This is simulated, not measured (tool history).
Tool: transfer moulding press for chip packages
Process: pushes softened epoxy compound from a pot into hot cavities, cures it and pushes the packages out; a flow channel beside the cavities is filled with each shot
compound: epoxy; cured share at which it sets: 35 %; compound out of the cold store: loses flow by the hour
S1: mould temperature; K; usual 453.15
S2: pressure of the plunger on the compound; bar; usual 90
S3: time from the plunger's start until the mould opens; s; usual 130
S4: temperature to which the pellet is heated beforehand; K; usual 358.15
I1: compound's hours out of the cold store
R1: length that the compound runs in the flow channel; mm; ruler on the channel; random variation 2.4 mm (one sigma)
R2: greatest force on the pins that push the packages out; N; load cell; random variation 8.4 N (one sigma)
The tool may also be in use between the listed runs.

run	day	S1	S2	S3	S4	I1	R1	R2
1	0	453.15	90	130	358.15	24.5	731	556
# day 0.55: cavities cleaned with cleaning compound and waxed
2	2.042	453.15	90	130	358.15	33	694	510
# day 2.704: cavities cleaned with cleaning compound and waxed
3	3.154	453.15	101.7	130	358.15	43.1	692	423
# day 4.879: cavities cleaned with cleaning compound and waxed
4	5.521	453.15	101.7	130	358.15	10.5	835	478
# day 7.071: cavities cleaned with cleaning compound and waxed
5	7.883	453.15	101.7	130	358.15	26.5	756	450
6	9.029	453.15	101.7	130	358.15	9.8	835	565
# day 9.283: cavities cleaned with cleaning compound and waxed
7	11.221	453.15	74.5	130	358.15	21.2	664	556
# day 11.508: cavities cleaned with cleaning compound and waxed
8	13.446	453.15	109.5	130	358.15	17.7	821	539
# day 13.838: cavities cleaned with cleaning compound and waxed
9	15.45	453.15	109.5	130	358.15	16.9	824	520
# day 16.108: cavities cleaned with cleaning compound and waxed
10	17.612	453.15	90	130	358.15	11.6	769	514
# day 18.308: cavities cleaned with cleaning compound and waxed
11	19.217	453.15	90	130	358.15	33.7	669	463
# day 20.546: cavities cleaned with cleaning compound and waxed
12	21.071	453.15	91.7	130	358.15	45.1	632	435
# day 21.825: plunger's sealing rings changed
# day 22.821: cavities cleaned with cleaning compound and waxed
13	23.462	455.15	91.7	130	360.15	37.1	685	441
# day 24.954: cavities cleaned with cleaning compound and waxed
14	25.312	455.15	91.7	130	360.15	34.6	697	397
# day 27.262: cavities cleaned with cleaning compound and waxed
15	27.488	457.15	75.6	152	364.15	16.1	694	395
# day 29.442: cavities cleaned with cleaning compound and waxed
16	29.767	453.15	90	130	358.15	20.8	752	421
17	30.938	458.15	90	146	358.15	36.5	669	483
# day 31.642: cavities cleaned with cleaning compound and waxed
18	32.129	446.15	93.9	136	358.15	22.1	781	489
# day 33.817: cavities cleaned with cleaning compound and waxed
19	34.396	446.15	93.9	136	358.15	41	691	505
20	35.404	453.15	73.2	136	358.15	10.6	711	521

5 ways to go on from here, each from the tool as it stands after run 20. What would each give?
# day 36.008: cavities cleaned with cleaning compound and waxed
# day 37.242: mould's thermocouples calibrated
A	37.525	448.15	96	136	349.15	29.2	?	?
# day 36.008: cavities cleaned with cleaning compound and waxed
# day 37.242: mould's thermocouples calibrated
B	37.525	460.15	90	130	358.15	43.8	?	?
# day 36.008: cavities cleaned with cleaning compound and waxed
# day 37.242: mould's thermocouples calibrated
C	37.525	453.15	72.9	160	358.15	39.3	?	?
# day 36.008: cavities cleaned with cleaning compound and waxed
# day 37.242: mould's thermocouples calibrated
D	37.525	453.15	82.2	130	358.15	41	?	?
# day 36.008: cavities cleaned with cleaning compound and waxed
# day 37.242: mould's thermocouples calibrated
E	37.525	446.15	90	130	358.15	31.6	?	?

run	R1	R2
A	743	563
B	634	496
C	597	493
D	629	496
E	718	638
Without the tool's hidden state the same runs would have given:
run	R1	R2
A	759	404
B	648	360
C	610	357
D	643	357
E	733	456

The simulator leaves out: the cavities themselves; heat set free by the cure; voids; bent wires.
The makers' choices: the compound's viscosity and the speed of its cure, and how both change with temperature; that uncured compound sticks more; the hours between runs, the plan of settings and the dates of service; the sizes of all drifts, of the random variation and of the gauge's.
